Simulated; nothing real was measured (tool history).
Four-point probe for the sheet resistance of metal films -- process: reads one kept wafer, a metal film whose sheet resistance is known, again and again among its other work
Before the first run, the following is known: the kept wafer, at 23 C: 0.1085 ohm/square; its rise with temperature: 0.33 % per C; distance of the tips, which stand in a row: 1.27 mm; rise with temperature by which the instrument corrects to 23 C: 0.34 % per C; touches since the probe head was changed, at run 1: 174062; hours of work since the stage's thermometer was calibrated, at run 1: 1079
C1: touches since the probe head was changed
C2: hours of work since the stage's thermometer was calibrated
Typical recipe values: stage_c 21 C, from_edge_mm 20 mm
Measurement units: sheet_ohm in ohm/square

run 1 hour=0 | stage_c=21 from_edge_mm=20 | C1=174062 C2=1079 | sheet_ohm=0.107654
run 2 hour=90.8 | stage_c=21 from_edge_mm=20 | C1=178160 C2=1144 | sheet_ohm=0.107622
run 3 hour=149.8 | stage_c=21 from_edge_mm=20 | C1=180822 C2=1187 | sheet_ohm=0.107644
run 4 hour=243.6 | stage_c=21 from_edge_mm=20 | C1=185055 C2=1254 | sheet_ohm=0.107565
run 5 hour=336.5 | stage_c=21 from_edge_mm=20 | C1=189250 C2=1321 | sheet_ohm=0.107495
run 6 hour=404.8 | stage_c=21 from_edge_mm=20 | C1=192331 C2=1370 | sheet_ohm=0.107441
-- hour=487.8 new probe head fitted
run 7 hour=515.7 | stage_c=21 from_edge_mm=20 | C1=1262 C2=1448 | sheet_ohm=0.108728
run 8 hour=587.1 | stage_c=22 from_edge_mm=25 | C1=4484 C2=1500 | sheet_ohm=0.108666
run 9 hour=675.8 | stage_c=23 from_edge_mm=49 | C1=8486 C2=1563 | sheet_ohm=0.108447
-- hour=683.5 stage's thermometer calibrated
run 10 hour=745.5 | stage_c=22 from_edge_mm=7 | C1=11608 C2=44 | sheet_ohm=0.110246
run 11 hour=833.7 | stage_c=20 from_edge_mm=3 | C1=15589 C2=108 | sheet_ohm=0.117848
run 12 hour=893.1 | stage_c=20 from_edge_mm=3 | C1=18269 C2=150 | sheet_ohm=0.117839
run 13 hour=979 | stage_c=24 from_edge_mm=13 | C1=22149 C2=212 | sheet_ohm=0.1088
-- hour=1016.6 stage's thermometer calibrated, once more
run 14 hour=1059.4 | stage_c=28 from_edge_mm=5 | C1=25754 C2=31 | sheet_ohm=0.11196

Here are 3 independent what-if runs from the current tool condition. What would each one return?
run A hour=1140.1 | stage_c=27 from_edge_mm=8 | C1=29397 C2=89 | sheet_ohm=?
run B hour=1140.1 | stage_c=18 from_edge_mm=11 | C1=29397 C2=89 | sheet_ohm=?
run C hour=1140.1 | stage_c=23 from_edge_mm=38 | C1=29397 C2=89 | sheet_ohm=?

run=A sheet_ohm=0.109713
run=B sheet_ohm=0.109218
run=C sheet_ohm=0.108448
With no hidden state in the tool, these same runs would have given:
run=A sheet_ohm=0.109854
run=B sheet_ohm=0.109358
run=C sheet_ohm=0.108586
